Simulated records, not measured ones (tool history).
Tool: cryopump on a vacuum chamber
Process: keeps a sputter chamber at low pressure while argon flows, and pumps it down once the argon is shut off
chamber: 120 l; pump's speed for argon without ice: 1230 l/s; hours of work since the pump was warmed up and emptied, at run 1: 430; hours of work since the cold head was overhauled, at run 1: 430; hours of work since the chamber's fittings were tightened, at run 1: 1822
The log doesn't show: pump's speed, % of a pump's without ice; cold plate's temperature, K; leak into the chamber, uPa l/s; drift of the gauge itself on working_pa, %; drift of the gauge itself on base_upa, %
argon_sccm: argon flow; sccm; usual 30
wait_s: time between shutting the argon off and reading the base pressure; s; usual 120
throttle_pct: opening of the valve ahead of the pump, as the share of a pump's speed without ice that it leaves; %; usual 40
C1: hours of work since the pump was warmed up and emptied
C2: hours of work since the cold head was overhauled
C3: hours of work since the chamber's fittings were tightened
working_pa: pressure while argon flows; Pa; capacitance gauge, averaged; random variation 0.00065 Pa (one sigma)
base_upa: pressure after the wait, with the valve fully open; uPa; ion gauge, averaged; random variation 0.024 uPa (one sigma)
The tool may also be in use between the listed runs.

run 1 day=0.000 | argon_sccm=30 wait_s=120 throttle_pct=40 | C1=430 C2=430 C3=1822 | working_pa=0.1073 base_upa=1.59
run 2 day=0.592 | argon_sccm=30 wait_s=120 throttle_pct=31 | C1=443 C2=443 C3=1834 | working_pa=0.1377 base_upa=1.59
run 3 day=1.104 | argon_sccm=30 wait_s=120 throttle_pct=31 | C1=453 C2=453 C3=1845 | working_pa=0.1382 base_upa=1.58
run 4 day=1.558 | argon_sccm=30 wait_s=120 throttle_pct=40 | C1=462 C2=462 C3=1854 | working_pa=0.1080 base_upa=1.62
run 5 day=1.867 | argon_sccm=30 wait_s=120 throttle_pct=40 | C1=469 C2=469 C3=1860 | working_pa=0.1086 base_upa=1.61
run 6 day=2.183 | argon_sccm=30 wait_s=120 throttle_pct=40 | C1=475 C2=475 C3=1867 | working_pa=0.1081 base_upa=1.62
run 7 day=2.529 | argon_sccm=30 wait_s=52 throttle_pct=40 | C1=482 C2=482 C3=1874 | working_pa=0.1097 base_upa=2.52
run 8 day=2.896 | argon_sccm=30 wait_s=52 throttle_pct=40 | C1=490 C2=490 C3=1881 | working_pa=0.1100 base_upa=2.46
run 9 day=3.225 | argon_sccm=30 wait_s=52 throttle_pct=40 | C1=497 C2=497 C3=1888 | working_pa=0.1082 base_upa=2.47
run 10 day=3.542 | argon_sccm=30 wait_s=52 throttle_pct=40 | C1=503 C2=503 C3=1895 | working_pa=0.1089 base_upa=2.48
run 11 day=3.850 | argon_sccm=30 wait_s=52 throttle_pct=40 | C1=509 C2=509 C3=1901 | working_pa=0.1094 base_upa=2.48
run 12 day=4.229 | argon_sccm=30 wait_s=91 throttle_pct=40 | C1=517 C2=517 C3=1909 | working_pa=0.1095 base_upa=1.87
run 13 day=4.900 | argon_sccm=30 wait_s=120 throttle_pct=40 | C1=531 C2=531 C3=1922 | working_pa=0.1084 base_upa=1.67
run 14 day=5.629 | argon_sccm=30 wait_s=29 throttle_pct=40 | C1=546 C2=546 C3=1937 | working_pa=0.1093 base_upa=3.65
run 15 day=6.212 | argon_sccm=30 wait_s=29 throttle_pct=40 | C1=558 C2=558 C3=1949 | working_pa=0.1100 base_upa=3.69
run 16 day=6.754 | argon_sccm=30 wait_s=29 throttle_pct=40 | C1=569 C2=569 C3=1960 | working_pa=0.1105 base_upa=3.75
run 17 day=7.367 | argon_sccm=30 wait_s=84 throttle_pct=40 | C1=582 C2=582 C3=1973 | working_pa=0.1099 base_upa=1.97
run 18 day=7.746 | argon_sccm=13 wait_s=170 throttle_pct=40 | C1=589 C2=589 C3=1981 | working_pa=0.0481 base_upa=1.48
run 19 day=8.438 | argon_sccm=28 wait_s=44 throttle_pct=52 | C1=604 C2=604 C3=1995 | working_pa=0.0798 base_upa=2.83
run 20 day=8.912 | argon_sccm=28 wait_s=88 throttle_pct=52 | C1=613 C2=613 C3=2005 | working_pa=0.0807 base_upa=1.96
run 21 day=9.358 | argon_sccm=15 wait_s=88 throttle_pct=19 | C1=622 C2=622 C3=2014 | working_pa=0.1121 base_upa=1.97
-- day=9.738 pump warmed up, emptied and cooled again
run 22 day=10.062 | argon_sccm=55 wait_s=88 throttle_pct=22 | C1=7 C2=633 C3=2024 | working_pa=0.3451 base_upa=1.80
run 23 day=10.371 | argon_sccm=59 wait_s=120 throttle_pct=40 | C1=13 C2=639 C3=2030 | working_pa=0.2048 base_upa=1.62
run 24 day=10.879 | argon_sccm=30 wait_s=120 throttle_pct=22 | C1=23 C2=649 C3=2041 | working_pa=0.1887 base_upa=1.59
run 25 day=11.325 | argon_sccm=30 wait_s=120 throttle_pct=22 | C1=33 C2=658 C3=2050 | working_pa=0.1875 base_upa=1.58
run 26 day=11.750 | argon_sccm=30 wait_s=120 throttle_pct=22 | C1=41 C2=667 C3=2059 | working_pa=0.1876 base_upa=1.61
run 27 day=12.371 | argon_sccm=30 wait_s=120 throttle_pct=22 | C1=54 C2=680 C3=2071 | working_pa=0.1874 base_upa=1.59
run 28 day=13.083 | argon_sccm=30 wait_s=120 throttle_pct=22 | C1=69 C2=695 C3=2086 | working_pa=0.1889 base_upa=1.63
run 29 day=13.446 | argon_sccm=30 wait_s=120 throttle_pct=22 | C1=76 C2=702 C3=2093 | working_pa=0.1876 base_upa=1.60
run 30 day=14.146 | argon_sccm=29 wait_s=120 throttle_pct=30 | C1=90 C2=716 C3=2108 | working_pa=0.1342 base_upa=1.64
run 31 day=14.517 | argon_sccm=29 wait_s=120 throttle_pct=30 | C1=98 C2=724 C3=2115 | working_pa=0.1346 base_upa=1.62
run 32 day=15.067 | argon_sccm=17 wait_s=66 throttle_pct=43 | C1=109 C2=735 C3=2127 | working_pa=0.0551 base_upa=2.19

4 ways to go on from here, each from the tool as it stands after run 32. What would each give?
run A day=15.546 | argon_sccm=44 wait_s=145 throttle_pct=20 | C1=119 C2=745 C3=2136 | working_pa=? base_upa=?
run B day=15.546 | argon_sccm=17 wait_s=120 throttle_pct=38 | C1=119 C2=745 C3=2136 | working_pa=? base_upa=?
run C day=15.546 | argon_sccm=39 wait_s=30 throttle_pct=52 | C1=119 C2=745 C3=2136 | working_pa=? base_upa=?
run D day=15.546 | argon_sccm=17 wait_s=31 throttle_pct=43 | C1=119 C2=745 C3=2136 | working_pa=? base_upa=?

run=A working_pa=0.3033 base_upa=1.51
run=B working_pa=0.0625 base_upa=1.57
run=C working_pa=0.1060 base_upa=3.63
run=D working_pa=0.0561 base_upa=3.44
Without the tool's hidden state the same runs would have given:
run=A working_pa=0.3008 base_upa=0.77
run=B working_pa=0.0615 base_upa=0.86
run=C working_pa=0.1038 base_upa=2.90
run=D working_pa=0.0551 base_upa=2.73

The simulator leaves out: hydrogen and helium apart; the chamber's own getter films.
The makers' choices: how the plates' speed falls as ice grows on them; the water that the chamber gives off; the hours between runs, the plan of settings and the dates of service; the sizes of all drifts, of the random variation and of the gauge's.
